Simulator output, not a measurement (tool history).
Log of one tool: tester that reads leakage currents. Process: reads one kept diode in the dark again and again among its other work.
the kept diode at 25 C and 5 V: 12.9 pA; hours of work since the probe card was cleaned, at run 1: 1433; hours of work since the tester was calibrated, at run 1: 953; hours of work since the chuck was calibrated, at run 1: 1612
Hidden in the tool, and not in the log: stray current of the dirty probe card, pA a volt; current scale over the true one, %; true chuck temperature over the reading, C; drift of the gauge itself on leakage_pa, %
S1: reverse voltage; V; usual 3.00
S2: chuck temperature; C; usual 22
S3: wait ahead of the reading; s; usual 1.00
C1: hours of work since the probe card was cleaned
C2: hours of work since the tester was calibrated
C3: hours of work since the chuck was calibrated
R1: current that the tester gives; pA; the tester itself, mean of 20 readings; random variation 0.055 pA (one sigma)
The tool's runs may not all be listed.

run,hour,S1,S2,S3,C1,C2,C3,R1
1,0.0,3.00,22,1.00,1433,953,1612,10.66
2,73.7,3.00,22,1.00,1477,997,1656,10.78
3,131.3,5.64,22,1.00,1511,1031,1690,15.85
4,220.5,5.64,22,1.00,1564,1084,1743,15.90
# hour 231.8: chuck's temperature calibrated
5,313.3,3.00,43,1.00,1618,1138,48,62.15
6,367.3,3.00,43,1.00,1650,1170,81,61.95
7,445.5,3.00,22,4.50,1696,1217,127,11.25
8,509.2,3.00,31,1.00,1734,1254,165,23.51
9,586.6,3.00,31,1.00,1780,1300,211,23.73
# hour 609.9: chuck's temperature calibrated, once more
10,682.3,3.00,22,1.00,1836,1356,43,10.30
11,738.9,3.00,22,1.00,1869,1390,77,10.28
12,838.2,3.38,31,2.32,1928,1449,136,22.15
13,922.8,2.77,21,9.38,1979,1499,186,9.20
14,1015.5,2.77,21,9.38,2034,1554,241,9.31
15,1071.8,1.22,56,9.38,2067,1587,274,100.74
16,1167.2,1.92,56,0.48,2124,1644,331,125.48
17,1257.1,4.00,28,6.12,2177,1698,385,19.99
18,1315.6,2.49,20,5.93,2212,1732,419,8.39
19,1415.0,13.60,24,0.70,2271,1791,478,34.78
20,1490.9,13.60,26,0.69,2316,1837,523,39.45
21,1588.9,16.64,46,7.40,2374,1895,582,175.90
22,1671.9,16.64,46,7.40,2424,1944,631,176.33

Hidden state or all else? Some run-to-run changes of R1, split into what the settings, what came in and random variation would give without the hidden state, and what is left for the hidden state (with any gauge scatter that isn't in both results):
Run 16 -> 17: S1 1.92 -> 4.00, S2 56 -> 28, S3 0.48 -> 6.12. R1 -105.49 pA: hidden state -0.44, all else -105.05.
Run 18 -> 19: S1 2.49 -> 13.60, S2 20 -> 24, S3 5.93 -> 0.70. R1 +26.39 pA: hidden state +11.57, all else +14.82.
Run 20 -> 21: S1 13.60 -> 16.64, S2 26 -> 46, S3 0.69 -> 7.40. R1 +136.45 pA: hidden state +9.16, all else +127.29.
